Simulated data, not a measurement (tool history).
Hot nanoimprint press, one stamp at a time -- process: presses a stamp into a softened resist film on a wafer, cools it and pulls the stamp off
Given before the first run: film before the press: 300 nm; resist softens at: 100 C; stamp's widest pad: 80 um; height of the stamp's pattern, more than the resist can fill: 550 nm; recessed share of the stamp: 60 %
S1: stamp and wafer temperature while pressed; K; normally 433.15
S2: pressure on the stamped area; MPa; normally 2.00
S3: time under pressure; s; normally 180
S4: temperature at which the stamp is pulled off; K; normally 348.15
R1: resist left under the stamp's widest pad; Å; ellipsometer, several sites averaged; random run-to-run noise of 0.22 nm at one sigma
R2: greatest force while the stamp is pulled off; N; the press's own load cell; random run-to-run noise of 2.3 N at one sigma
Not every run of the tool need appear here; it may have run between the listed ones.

run     day      S1    S2   S3      S4    R1   R2
  1   0.000  433.15  2.00  180  348.15  1557  125
  2   0.417  433.15  2.00  180  340.15  1563  155
  3   0.958  433.15  2.10  180  340.15  1530  158
  4   1.671  433.15  2.10  180  340.15  1526  156
  5   2.546  433.15  1.44  180  348.15  1780  133
  6   3.267  433.15  2.00  180  348.15  1552  131
  7   3.654  433.15  2.00  180  348.15  1557  138
  8   4.221  433.15  2.00  180  348.15  1548  136
      5.183  -- plate thermocouple calibrated
  9   5.283  433.15  2.00  180  348.15  1530  139
 10   5.933  433.15  2.72  180  348.15  1329  141
      6.621  -- stamp cleaned and given a new release coat
 11   6.996  433.15  2.72  180  348.15  1327   99
 12   7.838  433.15  2.72  180  348.15  1324  104
 13   8.358  433.15  2.72  180  348.15  1325  104
 14   9.242  433.15  2.00  180  348.15  1523  108
 15  10.042  433.15  2.00  180  348.15  1522  113
     10.304  -- plate thermocouple calibrated, once more
     10.700  -- press's hydraulic seals changed and the load cell set to zero
 16  11.408  431.15  2.00  180  345.15  1707  130
 17  12.133  431.15  1.34  126  348.15  2175  125
 18  12.654  431.15  2.11  180  348.15  1670  125
 19  13.329  436.15  2.00  222  348.15  1334  127
 20  13.996  436.15  2.00  222  348.15  1328  128
 21  14.571  433.15  1.55  180  348.15  1771  131
 22  15.196  433.15  1.55  180  348.15  1767  135
 23  16.146  433.15  1.97  180  348.15  1598  145
 24  16.808  433.15  1.97  196  333.15  1552  203
 25  17.558  443.15  1.97  143  345.15  1237  157
     18.658  -- stamp cleaned and given a new release coat
 26  18.658  425.15  1.32  317  344.15  2045  115
 27  19.558  425.15  1.32  317  344.15  2042  123
 28  20.112  425.15  1.32  317  344.15  2048  123
 29  20.542  425.15  1.32  317  344.15  2042  121
 30  21.412  440.15  1.68  105  344.15  1624  127

Below, some changes in R1 between adjacent runs. For each, the amount present without the hidden state too (settings, incoming material, random variation) and the amount remaining for the hidden state with gauge scatter not shared by both compared results:
Hidden state at play: true temperature over the reading, C; pressure that arrives at the usual setting, %; grip of the stamp's worn release coat, % over a new coat's; drift of the gauge itself on residual_nm, %; drift of the gauge itself on pull_off_n, %.
Run 8 -> 9: plate thermocouple calibrated. R1 -18 Å: hidden state -20, all else +2.
Run 13 -> 14: S2 2.72 -> 2.00. R1 +198 Å: hidden state -10, all else +208.
Run 15 -> 16: S1 433.15 -> 431.15, S4 348.15 -> 345.15, plate thermocouple calibrated, once more, press's hydraulic seals changed and the load cell set to zero. R1 +185 Å: hidden state +74, all else +111.
Run 16 -> 17: S2 2.00 -> 1.34, S3 180 -> 126, S4 345.15 -> 348.15. R1 +468 Å: hidden state -3, all else +471.
Run 17 -> 18: S2 1.34 -> 2.11, S3 126 -> 180. R1 -505 Å: hidden state +0, all else -505.
Run 25 -> 26: S1 443.15 -> 425.15, S2 1.97 -> 1.32, S3 143 -> 317, S4 345.15 -> 344.15, stamp cleaned and given a new release coat. R1 +808 Å: hidden state -8, all else +816.

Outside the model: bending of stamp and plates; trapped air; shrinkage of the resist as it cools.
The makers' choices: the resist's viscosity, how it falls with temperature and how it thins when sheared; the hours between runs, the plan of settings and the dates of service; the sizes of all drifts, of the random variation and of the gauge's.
